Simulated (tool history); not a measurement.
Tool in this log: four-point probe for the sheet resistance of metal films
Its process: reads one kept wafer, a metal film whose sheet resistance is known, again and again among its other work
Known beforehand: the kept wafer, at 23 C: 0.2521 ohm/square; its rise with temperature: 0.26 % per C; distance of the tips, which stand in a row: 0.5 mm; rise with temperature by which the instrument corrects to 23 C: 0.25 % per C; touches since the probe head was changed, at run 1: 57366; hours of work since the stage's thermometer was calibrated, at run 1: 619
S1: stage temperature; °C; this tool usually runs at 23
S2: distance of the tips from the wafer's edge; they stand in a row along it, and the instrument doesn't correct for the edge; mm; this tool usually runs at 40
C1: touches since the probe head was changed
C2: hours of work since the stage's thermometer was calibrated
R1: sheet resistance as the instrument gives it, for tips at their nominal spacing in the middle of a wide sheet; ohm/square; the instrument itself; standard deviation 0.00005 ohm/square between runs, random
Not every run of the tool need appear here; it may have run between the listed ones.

{"run": 1, "hour": 0.0, "S1": 23, "S2": 40, "C1": 57366, "C2": 619, "R1": 0.253287}
{"run": 2, "hour": 20.8, "S1": 23, "S2": 40, "C1": 58074, "C2": 632, "R1": 0.253363}
{"run": 3, "hour": 45.4, "S1": 23, "S2": 40, "C1": 58913, "C2": 646, "R1": 0.253345}
{"run": 4, "hour": 70.0, "S1": 23, "S2": 40, "C1": 59749, "C2": 661, "R1": 0.253304}
{"run": 5, "hour": 104.1, "S1": 23, "S2": 42, "C1": 60909, "C2": 682, "R1": 0.253473}
{"run": 6, "hour": 124.3, "S1": 31, "S2": 40, "C1": 61596, "C2": 694, "R1": 0.253474}
{"run": 7, "hour": 143.7, "S1": 31, "S2": 40, "C1": 62258, "C2": 705, "R1": 0.253501}
{"run": 8, "hour": 162.4, "S1": 31, "S2": 40, "C1": 62893, "C2": 717, "R1": 0.253604}
{"run": 9, "hour": 179.4, "S1": 31, "S2": 40, "C1": 63473, "C2": 727, "R1": 0.2536}
{"run": 10, "hour": 203.3, "S1": 31, "S2": 40, "C1": 64287, "C2": 741, "R1": 0.253551}
{"run": 11, "hour": 230.9, "S1": 31, "S2": 53, "C1": 65227, "C2": 758, "R1": 0.253634}
{"run": 12, "hour": 251.6, "S1": 28, "S2": 47, "C1": 65930, "C2": 770, "R1": 0.253602}
{"run": 13, "hour": 269.9, "S1": 28, "S2": 47, "C1": 66553, "C2": 781, "R1": 0.25359}
{"run": 14, "hour": 294.0, "S1": 28, "S2": 38, "C1": 67373, "C2": 796, "R1": 0.253687}
{"run": 15, "hour": 317.0, "S1": 28, "S2": 33, "C1": 68158, "C2": 809, "R1": 0.253737}
{"run": 16, "hour": 350.3, "S1": 35, "S2": 24, "C1": 69293, "C2": 829, "R1": 0.253802}
{"run": 17, "hour": 382.8, "S1": 27, "S2": 11, "C1": 70398, "C2": 849, "R1": 0.253933}
{"run": 18, "hour": 409.7, "S1": 34, "S2": 3, "C1": 71315, "C2": 865, "R1": 0.257586}
{"run": 19, "hour": 438.9, "S1": 34, "S2": 11, "C1": 72307, "C2": 882, "R1": 0.254122}
{"run": 20, "hour": 453.6, "S1": 34, "S2": 11, "C1": 72807, "C2": 891, "R1": 0.254068}
{"run": 21, "hour": 476.5, "S1": 29, "S2": 11, "C1": 73587, "C2": 905, "R1": 0.254091}

Alternative continuations, all from the tool just after run 21; predict every row:
{"run": "A", "hour": 497.3, "S1": 23, "S2": 73, "C1": 74295, "C2": 917, "R1": "?"}
{"run": "B", "hour": 497.3, "S1": 33, "S2": 45, "C1": 74295, "C2": 917, "R1": "?"}
{"run": "C", "hour": 497.3, "S1": 26, "S2": 5, "C1": 74295, "C2": 917, "R1": "?"}
{"run": "D", "hour": 497.3, "S1": 24, "S2": 28, "C1": 74295, "C2": 917, "R1": "?"}

run=A R1=0.253773
run=B R1=0.253837
run=C R1=0.255101
run=D R1=0.253848
Take away the tool's hidden state, keep each run's random variation, and the runs would have read:
run=A R1=0.252086
run=B R1=0.252154
run=C R1=0.253407
run=D R1=0.252161
